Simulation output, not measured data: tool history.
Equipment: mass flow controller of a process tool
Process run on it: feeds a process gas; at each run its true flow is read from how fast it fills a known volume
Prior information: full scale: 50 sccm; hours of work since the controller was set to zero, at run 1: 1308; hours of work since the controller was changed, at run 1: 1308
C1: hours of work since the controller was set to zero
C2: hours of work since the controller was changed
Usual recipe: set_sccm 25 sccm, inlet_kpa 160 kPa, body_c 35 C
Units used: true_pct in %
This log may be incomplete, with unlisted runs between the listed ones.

Run 1, day 0.000: usual settings; C1 1308; C2 1308. Result: true_pct 98.44 %.
Run 2, day 5.238: usual settings; C1 1363; C2 1363. Result: true_pct 98.43 %.
Run 3, day 9.196: usual settings; C1 1404; C2 1404. Result: true_pct 98.53 %.
Run 4, day 13.533: usual settings; C1 1449; C2 1449. Result: true_pct 98.59 %.
Run 5, day 18.104: usual settings; C1 1496; C2 1496. Result: true_pct 98.85 %.
Run 6, day 25.438: usual settings but set_sccm 8 sccm; C1 1572; C2 1572. Result: true_pct 98.28 %.
Run 7, day 30.142: usual settings but set_sccm 6 sccm; C1 1621; C2 1621. Result: true_pct 98.25 %.
Run 8, day 34.058: usual settings but set_sccm 6 sccm; C1 1661; C2 1661. Result: true_pct 98.23 %.
Run 9, day 39.358: usual settings but set_sccm 6 sccm; C1 1716; C2 1716. Result: true_pct 98.40 %.
Run 10, day 45.462: usual settings but set_sccm 6 sccm; C1 1779; C2 1779. Result: true_pct 98.65 %.
Run 11, day 52.129: usual settings but inlet_kpa 276 kPa; C1 1848; C2 1848. Result: true_pct 99.06 %.
Run 12, day 57.604: usual settings but inlet_kpa 276 kPa; C1 1905; C2 1905. Result: true_pct 99.13 %.
Run 13, day 61.750: usual settings but inlet_kpa 144 kPa; C1 1948; C2 1948. Result: true_pct 99.36 %.
Run 14, day 67.525: usual settings but inlet_kpa 144 kPa; C1 2008; C2 2008. Result: true_pct 99.65 %.
Run 15, day 72.054: usual settings but set_sccm 10 sccm; C1 2055; C2 2055. Result: true_pct 99.03 %.
Run 16, day 77.654: usual settings but set_sccm 10 sccm; C1 2113; C2 2113. Result: true_pct 99.08 %.
Run 17, day 80.967: usual settings; C1 2147; C2 2147. Result: true_pct 99.77 %.
Run 18, day 87.971: usual settings but body_c 40 C; C1 2220; C2 2220. Result: true_pct 99.50 %.
Run 19, day 94.138: usual settings but body_c 40 C; C1 2284; C2 2284. Result: true_pct 99.56 %.
Run 20, day 99.058: usual settings but body_c 40 C; C1 2335; C2 2335. Result: true_pct 99.54 %.
At day 103.975: gauge calibrated.
Run 21, day 104.842: usual settings but body_c 40 C; C1 2395; C2 2395. Result: true_pct 98.01 %.
Run 22, day 110.183: usual settings but set_sccm 18 sccm; C1 2450; C2 2450. Result: true_pct 98.30 %.
Run 23, day 115.742: usual settings but set_sccm 18 sccm; C1 2507; C2 2507. Result: true_pct 98.46 %.
Run 24, day 122.104: usual settings but set_sccm 18 sccm, inlet_kpa 236 kPa; C1 2573; C2 2573. Result: true_pct 98.52 %.
Run 25, day 125.121: usual settings but set_sccm 21 sccm, inlet_kpa 165 kPa, body_c 36 C; C1 2605; C2 2605. Result: true_pct 98.56 %.
Run 26, day 132.217: usual settings but inlet_kpa 280 kPa, body_c 21 C; C1 2678; C2 2678. Result: true_pct 99.90 %.
Run 27, day 137.512: usual settings but set_sccm 22 sccm; C1 2733; C2 2733. Result: true_pct 98.96 %.
Run 28, day 144.300: usual settings but set_sccm 22 sccm; C1 2803; C2 2803. Result: true_pct 98.97 %.
Run 29, day 148.325: usual settings but set_sccm 16 sccm; C1 2845; C2 2845. Result: true_pct 98.81 %.
Run 30, day 151.371: usual settings but set_sccm 16 sccm, inlet_kpa 232 kPa, body_c 29 C; C1 2877; C2 2877. Result: true_pct 99.22 %.
Run 31, day 154.900: usual settings but set_sccm 5 sccm, inlet_kpa 274 kPa; C1 2913; C2 2913. Result: true_pct 98.40 %.
Run 32, day 160.900: usual settings but set_sccm 15 sccm, inlet_kpa 244 kPa, body_c 25 C; C1 2975; C2 2975. Result: true_pct 99.65 %.
Run 33, day 167.217: usual settings but set_sccm 7 sccm, body_c 28 C; C1 3041; C2 3041. Result: true_pct 99.47 %.
Run 34, day 171.842: usual settings but set_sccm 7 sccm, body_c 28 C; C1 3089; C2 3089. Result: true_pct 99.35 %.
Run 35, day 175.100: usual settings but set_sccm 7 sccm, body_c 28 C; C1 3122; C2 3122. Result: true_pct 99.53 %.
Run 36, day 178.104: usual settings but set_sccm 7 sccm, body_c 28 C; C1 3154; C2 3154. Result: true_pct 99.54 %.
Run 37, day 184.367: usual settings but set_sccm 40 sccm; C1 3218; C2 3218. Result: true_pct 100.40 %.
Run 38, day 187.379: usual settings but set_sccm 12 sccm, inlet_kpa 194 kPa, body_c 34 C; C1 3250; C2 3250. Result: true_pct 99.36 %.
Run 39, day 190.521: usual settings but set_sccm 19 sccm, inlet_kpa 144 kPa, body_c 23 C; C1 3282; C2 3282. Result: true_pct 100.57 %.
At day 191.500: gauge calibrated.
Run 40, day 194.396: usual settings but set_sccm 8 sccm, inlet_kpa 140 kPa, body_c 20 C; C1 3322; C2 3322. Result: true_pct 99.17 %.
Run 41, day 200.988: usual settings but set_sccm 8 sccm, inlet_kpa 140 kPa, body_c 20 C; C1 3391; C2 3391. Result: true_pct 99.11 %.
Run 42, day 204.046: usual settings but inlet_kpa 242 kPa; C1 3422; C2 3422. Result: true_pct 98.55 %.

Hidden state or all else? Some run-to-run changes of true_pct, split into what the settings, what came in and random variation would give without the hidden state, and what is left for the hidden state (with any gauge scatter that isn't in both results):
Hidden conditions of the tool in this case: flow at rest that the sensor doesn't see, % of full scale; true flow over the shown one, %; drift of the gauge itself on true_pct, %.
Run 5 -> 6: set_sccm 25 -> 8. true_pct -0.57 %: hidden state +0.12, all else -0.69.
Run 20 -> 21: gauge calibrated. true_pct -1.53 %: hidden state -1.55, all else +0.02.
Run 25 -> 26: set_sccm 21 -> 25, inlet_kpa 165 -> 280, body_c 36 -> 21. true_pct +1.34 %: hidden state +0.11, all else +1.23.
Run 39 -> 40: set_sccm 19 -> 8, inlet_kpa 144 -> 140, body_c 23 -> 20, gauge calibrated. true_pct -1.40 %: hidden state -1.32, all else -0.08.
